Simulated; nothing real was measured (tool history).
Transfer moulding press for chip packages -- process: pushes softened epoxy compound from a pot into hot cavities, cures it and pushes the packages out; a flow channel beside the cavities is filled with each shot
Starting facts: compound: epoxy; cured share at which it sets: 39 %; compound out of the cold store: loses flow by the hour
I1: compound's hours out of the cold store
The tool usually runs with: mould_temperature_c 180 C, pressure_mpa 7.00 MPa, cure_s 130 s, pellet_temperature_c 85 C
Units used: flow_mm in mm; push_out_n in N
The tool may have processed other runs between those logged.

{"run": 1, "hour": 0.0, "mould_temperature_c": 180, "pressure_mpa": 7.0, "cure_s": 130, "pellet_temperature_c": 85, "I1": 46.9, "flow_mm": 894, "push_out_n": 484}
{"hour": 19.8, "done": "cavities cleaned with cleaning compound and waxed"}
{"hour": 85.6, "done": "cavities cleaned with cleaning compound and waxed"}
{"hour": 98.3, "done": "plunger's sealing rings changed"}
{"run": 2, "hour": 98.3, "mould_temperature_c": 180, "pressure_mpa": 7.0, "cure_s": 130, "pellet_temperature_c": 85, "I1": 43.1, "flow_mm": 910, "push_out_n": 481}
{"hour": 152.9, "done": "cavities cleaned with cleaning compound and waxed"}
{"run": 3, "hour": 183.7, "mould_temperature_c": 180, "pressure_mpa": 7.0, "cure_s": 130, "pellet_temperature_c": 88, "I1": 25.4, "flow_mm": 987, "push_out_n": 518}
{"hour": 218.8, "done": "cavities cleaned with cleaning compound and waxed"}
{"run": 4, "hour": 245.3, "mould_temperature_c": 180, "pressure_mpa": 7.0, "cure_s": 130, "pellet_temperature_c": 88, "I1": 43.0, "flow_mm": 912, "push_out_n": 490}
{"hour": 283.4, "done": "cavities cleaned with cleaning compound and waxed"}
{"run": 5, "hour": 294.4, "mould_temperature_c": 180, "pressure_mpa": 7.0, "cure_s": 130, "pellet_temperature_c": 88, "I1": 35.7, "flow_mm": 930, "push_out_n": 469}
{"run": 6, "hour": 335.2, "mould_temperature_c": 180, "pressure_mpa": 7.0, "cure_s": 130, "pellet_temperature_c": 88, "I1": 45.4, "flow_mm": 901, "push_out_n": 472}
{"hour": 354.4, "done": "cavities cleaned with cleaning compound and waxed"}
{"run": 7, "hour": 412.7, "mould_temperature_c": 180, "pressure_mpa": 7.0, "cure_s": 130, "pellet_temperature_c": 88, "I1": 21.8, "flow_mm": 992, "push_out_n": 490}
{"hour": 422.2, "done": "cavities cleaned with cleaning compound and waxed"}
{"hour": 488.5, "done": "cavities cleaned with cleaning compound and waxed"}
{"run": 8, "hour": 493.6, "mould_temperature_c": 179, "pressure_mpa": 7.0, "cure_s": 130, "pellet_temperature_c": 85, "I1": 32.0, "flow_mm": 962, "push_out_n": 512}
{"run": 9, "hour": 536.3, "mould_temperature_c": 179, "pressure_mpa": 7.0, "cure_s": 130, "pellet_temperature_c": 85, "I1": 20.7, "flow_mm": 1006, "push_out_n": 539}
{"hour": 554.3, "done": "plunger's sealing rings changed"}
{"hour": 555.8, "done": "cavities cleaned with cleaning compound and waxed"}
{"run": 10, "hour": 604.7, "mould_temperature_c": 179, "pressure_mpa": 7.0, "cure_s": 130, "pellet_temperature_c": 85, "I1": 18.9, "flow_mm": 1022, "push_out_n": 557}
{"hour": 626.5, "done": "cavities cleaned with cleaning compound and waxed"}
{"run": 11, "hour": 688.2, "mould_temperature_c": 179, "pressure_mpa": 7.0, "cure_s": 130, "pellet_temperature_c": 85, "I1": 29.4, "flow_mm": 966, "push_out_n": 541}
{"hour": 694.5, "done": "cavities cleaned with cleaning compound and waxed"}
{"hour": 704.2, "done": "mould's thermocouples calibrated"}
{"run": 12, "hour": 750.4, "mould_temperature_c": 179, "pressure_mpa": 7.0, "cure_s": 130, "pellet_temperature_c": 85, "I1": 33.9, "flow_mm": 953, "push_out_n": 503}
{"hour": 765.1, "done": "cavities cleaned with cleaning compound and waxed"}
{"hour": 828.6, "done": "cavities cleaned with cleaning compound and waxed"}
{"run": 13, "hour": 828.6, "mould_temperature_c": 179, "pressure_mpa": 7.0, "cure_s": 130, "pellet_temperature_c": 85, "I1": 42.0, "flow_mm": 927, "push_out_n": 484}
{"hour": 895.3, "done": "cavities cleaned with cleaning compound and waxed"}
{"run": 14, "hour": 921.1, "mould_temperature_c": 179, "pressure_mpa": 6.33, "cure_s": 130, "pellet_temperature_c": 85, "I1": 11.4, "flow_mm": 996, "push_out_n": 564}
{"hour": 961.3, "done": "cavities cleaned with cleaning compound and waxed"}
{"run": 15, "hour": 1001.0, "mould_temperature_c": 179, "pressure_mpa": 6.33, "cure_s": 130, "pellet_temperature_c": 85, "I1": 20.2, "flow_mm": 960, "push_out_n": 529}
{"hour": 1015.2, "done": "plunger's sealing rings changed"}
{"hour": 1028.4, "done": "cavities cleaned with cleaning compound and waxed"}
{"run": 16, "hour": 1078.3, "mould_temperature_c": 185, "pressure_mpa": 5.76, "cure_s": 159, "pellet_temperature_c": 92, "I1": 23.4, "flow_mm": 866, "push_out_n": 380}
{"hour": 1095.1, "done": "cavities cleaned with cleaning compound and waxed"}
{"run": 17, "hour": 1143.3, "mould_temperature_c": 185, "pressure_mpa": 5.76, "cure_s": 128, "pellet_temperature_c": 79, "I1": 11.9, "flow_mm": 915, "push_out_n": 423}
{"hour": 1162.1, "done": "cavities cleaned with cleaning compound and waxed"}
{"run": 18, "hour": 1204.5, "mould_temperature_c": 185, "pressure_mpa": 5.76, "cure_s": 128, "pellet_temperature_c": 79, "I1": 15.4, "flow_mm": 902, "push_out_n": 432}
{"hour": 1228.8, "done": "cavities cleaned with cleaning compound and waxed"}
{"run": 19, "hour": 1277.4, "mould_temperature_c": 177, "pressure_mpa": 5.68, "cure_s": 169, "pellet_temperature_c": 92, "I1": 37.3, "flow_mm": 848, "push_out_n": 431}
{"hour": 1295.4, "done": "cavities cleaned with cleaning compound and waxed"}
{"run": 20, "hour": 1355.4, "mould_temperature_c": 180, "pressure_mpa": 7.0, "cure_s": 130, "pellet_temperature_c": 83, "I1": 41.9, "flow_mm": 911, "push_out_n": 488}

Estimate the outcome of run 21 from the log above:
{"hour": 1363.1, "done": "cavities cleaned with cleaning compound and waxed"}
{"hour": 1426.4, "done": "cavities cleaned with cleaning compound and waxed"}
{"run": 21, "hour": 1437.9, "mould_temperature_c": 180, "pressure_mpa": 7.0, "cure_s": 130, "pellet_temperature_c": 83, "I1": 16.3, "flow_mm": "?", "push_out_n": "?"}

Run 21 gave flow_mm 1018 mm, push_out_n 513 N.
The same run, on a tool lacking any hidden state, would have yielded flow_mm 1019 mm, push_out_n 510 N.
